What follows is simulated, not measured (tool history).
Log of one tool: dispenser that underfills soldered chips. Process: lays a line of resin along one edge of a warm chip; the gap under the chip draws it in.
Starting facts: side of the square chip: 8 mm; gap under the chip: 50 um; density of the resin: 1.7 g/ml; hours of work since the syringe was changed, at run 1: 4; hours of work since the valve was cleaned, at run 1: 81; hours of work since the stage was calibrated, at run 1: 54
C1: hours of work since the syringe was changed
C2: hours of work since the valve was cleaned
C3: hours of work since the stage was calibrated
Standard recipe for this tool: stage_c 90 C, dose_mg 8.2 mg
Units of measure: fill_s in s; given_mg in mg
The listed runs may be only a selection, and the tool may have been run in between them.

Run 1, hour 0: usual settings; C1 4; C2 81; C3 54. Result: fill_s 38.5 s, given_mg 7.7 mg.
At hour 5.2: new syringe of resin.
Run 2, hour 5.4: usual settings but dose_mg 9.32 mg; C1 0; C2 84; C3 58. Result: fill_s 31.4 s, given_mg 8.73 mg.
Run 3, hour 9: usual settings but dose_mg 7.56 mg; C1 3; C2 87; C3 60. Result: fill_s 36.6 s, given_mg 7.14 mg.
At hour 13.3: dispensing valve cleaned and set on the balance.
Run 4, hour 13.6: usual settings; C1 5; C2 0; C3 63. Result: fill_s 39.1 s, given_mg 8.16 mg.
At hour 17.6: new syringe of resin.
Run 5, hour 19.1: usual settings but dose_mg 10.01 mg; C1 1; C2 4; C3 66. Result: fill_s 33.2 s, given_mg 10.03 mg.
Run 6, hour 23.9: usual settings but dose_mg 10.01 mg; C1 4; C2 7; C3 70. Result: fill_s 38.5 s, given_mg 9.99 mg.
Run 7, hour 27.4: usual settings but dose_mg 10.01 mg; C1 7; C2 10; C3 72. Result: fill_s 42 s, given_mg 9.94 mg.
At hour 28.7: new syringe of resin.
Run 8, hour 30.2: usual settings but dose_mg 10.01 mg; C1 1; C2 11; C3 74. Result: fill_s 31.9 s, given_mg 9.92 mg.
Run 9, hour 35.3: usual settings but dose_mg 8.84 mg; C1 5; C2 15; C3 77. Result: fill_s 37.7 s, given_mg 8.79 mg.
Run 10, hour 37.9: usual settings but dose_mg 8.84 mg; C1 6; C2 17; C3 79. Result: fill_s 41.4 s, given_mg 8.73 mg.
At hour 39.8: new syringe of resin.
Run 11, hour 44: usual settings but dose_mg 9.03 mg; C1 3; C2 21; C3 83. Result: fill_s 35.2 s, given_mg 8.94 mg.
Run 12, hour 49.1: usual settings but dose_mg 9.03 mg; C1 6; C2 24; C3 87. Result: fill_s 40 s, given_mg 8.92 mg.
At hour 50.9: new syringe of resin.
Run 13, hour 51.9: usual settings but dose_mg 9.03 mg; C1 1; C2 26; C3 88. Result: fill_s 31.6 s, given_mg 8.78 mg.
Run 14, hour 57.4: usual settings but stage_c 104 C, dose_mg 7.36 mg; C1 4; C2 30; C3 92. Result: fill_s 20.7 s, given_mg 7.13 mg.

Expected results for the next run?
At hour 62.4: new syringe of resin.
Run 15, hour 63.3: usual settings but stage_c 100 C, dose_mg 7.36 mg; C1 1; C2 34; C3 96. Result: fill_s ?, given_mg ?.

Run 15 measured fill_s 20.6 s, given_mg 7.27 mg.
Had the tool carried no hidden state, the very same run would have given fill_s 20.2 s, given_mg 7.42 mg.

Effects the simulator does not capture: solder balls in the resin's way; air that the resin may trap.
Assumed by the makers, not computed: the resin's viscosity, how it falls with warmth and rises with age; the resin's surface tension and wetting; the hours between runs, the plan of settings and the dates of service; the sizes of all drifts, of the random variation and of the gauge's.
